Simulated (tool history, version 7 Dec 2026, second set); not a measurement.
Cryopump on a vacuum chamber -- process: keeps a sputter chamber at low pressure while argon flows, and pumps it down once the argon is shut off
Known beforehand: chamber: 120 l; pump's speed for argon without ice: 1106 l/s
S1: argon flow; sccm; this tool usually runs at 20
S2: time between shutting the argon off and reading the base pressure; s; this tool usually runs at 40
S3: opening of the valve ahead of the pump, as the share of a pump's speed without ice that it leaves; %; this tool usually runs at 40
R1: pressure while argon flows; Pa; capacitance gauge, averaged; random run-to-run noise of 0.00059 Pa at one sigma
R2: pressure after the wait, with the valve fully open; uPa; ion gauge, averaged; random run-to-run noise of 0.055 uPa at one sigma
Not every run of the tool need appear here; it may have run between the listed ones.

Run 1, hour 0.0: usual settings. Result: R1 0.0824 Pa, R2 4.42 uPa.
Run 2, hour 52.0: usual settings. Result: R1 0.0839 Pa, R2 4.52 uPa.
At hour 60.5: pump warmed up, emptied and cooled again.
Run 3, hour 85.0: usual settings. Result: R1 0.0780 Pa, R2 4.19 uPa.
Run 4, hour 140.8: usual settings. Result: R1 0.0777 Pa, R2 4.46 uPa.
Run 5, hour 180.7: usual settings. Result: R1 0.0788 Pa, R2 4.29 uPa.
Run 6, hour 215.2: usual settings. Result: R1 0.0806 Pa, R2 4.51 uPa.
Run 7, hour 244.3: usual settings. Result: R1 0.0815 Pa, R2 4.62 uPa.
Run 8, hour 281.0: usual settings but S3 23 %. Result: R1 0.1389 Pa, R2 4.76 uPa.
Run 9, hour 332.7: usual settings. Result: R1 0.0826 Pa, R2 4.77 uPa.
Run 10, hour 380.8: usual settings but S2 31 s. Result: R1 0.0835 Pa, R2 5.96 uPa.
Run 11, hour 424.4: usual settings but S2 34 s. Result: R1 0.0852 Pa, R2 5.66 uPa.
Run 12, hour 475.7: usual settings. Result: R1 0.0856 Pa, R2 5.15 uPa.
At hour 488.5: pump warmed up, emptied and cooled again.
Run 13, hour 520.7: usual settings. Result: R1 0.0771 Pa, R2 4.91 uPa.
Run 14, hour 578.6: usual settings but S3 53 %. Result: R1 0.0611 Pa, R2 5.01 uPa.
Run 15, hour 620.1: usual settings but S3 36 %. Result: R1 0.0888 Pa, R2 5.10 uPa.
Run 16, hour 670.6: usual settings but S2 177 s, S3 36 %. Result: R1 0.0872 Pa, R2 2.70 uPa.
Run 17, hour 705.7: usual settings but S3 58 %. Result: R1 0.0572 Pa, R2 5.29 uPa.
Run 18, hour 745.2: usual settings but S1 13 sccm, S2 147 s, S3 16 %. Result: R1 0.1281 Pa, R2 3.03 uPa.
Run 19, hour 781.8: usual settings but S1 22 sccm, S2 107 s, S3 31 %. Result: R1 0.1152 Pa, R2 3.52 uPa.
Run 20, hour 839.1: usual settings but S1 18 sccm, S2 268 s, S3 44 %. Result: R1 0.0684 Pa, R2 2.99 uPa.
Run 21, hour 888.1: usual settings but S1 18 sccm, S2 69 s, S3 44 %. Result: R1 0.0701 Pa, R2 4.34 uPa.
At hour 916.6: pump warmed up, emptied and cooled again.
Run 22, hour 916.6: usual settings but S1 18 sccm, S2 69 s, S3 44 %. Result: R1 0.0634 Pa, R2 4.03 uPa.
Run 23, hour 958.8: usual settings but S1 18 sccm, S2 69 s, S3 44 %. Result: R1 0.0634 Pa, R2 4.07 uPa.
Run 24, hour 991.1: usual settings but S1 11 sccm, S2 28 s, S3 44 %. Result: R1 0.0393 Pa, R2 6.89 uPa.
Run 25, hour 1021.6: usual settings but S1 8 sccm, S2 27 s. Result: R1 0.0317 Pa, R2 7.38 uPa.
Run 26, hour 1055.3: usual settings but S1 8 sccm, S2 27 s. Result: R1 0.0314 Pa, R2 7.34 uPa.
Run 27, hour 1097.1: usual settings but S1 17 sccm, S2 144 s, S3 24 %. Result: R1 0.1119 Pa, R2 3.59 uPa.
Run 28, hour 1125.1: usual settings but S1 28 sccm, S2 47 s. Result: R1 0.1138 Pa, R2 5.35 uPa.
Run 29, hour 1169.0: usual settings but S2 207 s, S3 52 %. Result: R1 0.0640 Pa, R2 3.41 uPa.
Run 30, hour 1222.2: usual settings but S2 194 s, S3 52 %. Result: R1 0.0645 Pa, R2 3.63 uPa.
Run 31, hour 1275.0: usual settings but S1 39 sccm, S2 28 s, S3 60 %. Result: R1 0.1159 Pa, R2 7.71 uPa.
Run 32, hour 1325.5: usual settings but S2 56 s, S3 21 %. Result: R1 0.1524 Pa, R2 5.76 uPa.
At hour 1345.9: pump warmed up, emptied and cooled again.
Run 33, hour 1388.9: usual settings but S2 56 s, S3 21 %. Result: R1 0.1487 Pa, R2 5.06 uPa.
Run 34, hour 1433.6: usual settings but S1 26 sccm, S2 28 s. Result: R1 0.1040 Pa, R2 7.70 uPa.

Table of differences, measured result less the result of that run with no hidden state. Run-to-run variation is the same in both. Gauge scatter possibly is not:
Hidden state at play: pump's speed, % of a pump's without ice; cold plate's temperature, K; leak into the chamber, uPa l/s; drift of the gauge itself on working_pa, %; drift of the gauge itself on base_upa, %.
run       R1     R2
  1  +0.0060  +0.92
  2  +0.0073  +1.04
  3  +0.0014  +0.84
  4  +0.0024  +0.99
  5  +0.0032  +1.00
  6  +0.0039  +1.12
  7  +0.0044  +1.19
  8  +0.0053  +1.30
  9  +0.0064  +1.39
 10  +0.0075  +1.56
 11  +0.0086  +1.65
 12  +0.0097  +1.77
 13  +0.0014  +1.43
 14  +0.0024  +1.56
 15  +0.0032  +1.65
 16  +0.0040  +1.75
 17  +0.0048  +1.86
 18  +0.0037  +1.93
 19  +0.0070  +2.10
 20  +0.0070  +2.24
 21  +0.0080  +2.35
 22  +0.0010  +1.90
 23  +0.0016  +2.00
 24  +0.0013  +2.10
 25  +0.0012  +2.25
 26  +0.0014  +2.30
 27  +0.0036  +2.42
 28  +0.0068  +2.45
 29  +0.0057  +2.55
 30  +0.0069  +2.74
 31  +0.0160  +2.97
 32  +0.0092  +3.20
 33  +0.0022  +2.58
 34  +0.0039  +2.82

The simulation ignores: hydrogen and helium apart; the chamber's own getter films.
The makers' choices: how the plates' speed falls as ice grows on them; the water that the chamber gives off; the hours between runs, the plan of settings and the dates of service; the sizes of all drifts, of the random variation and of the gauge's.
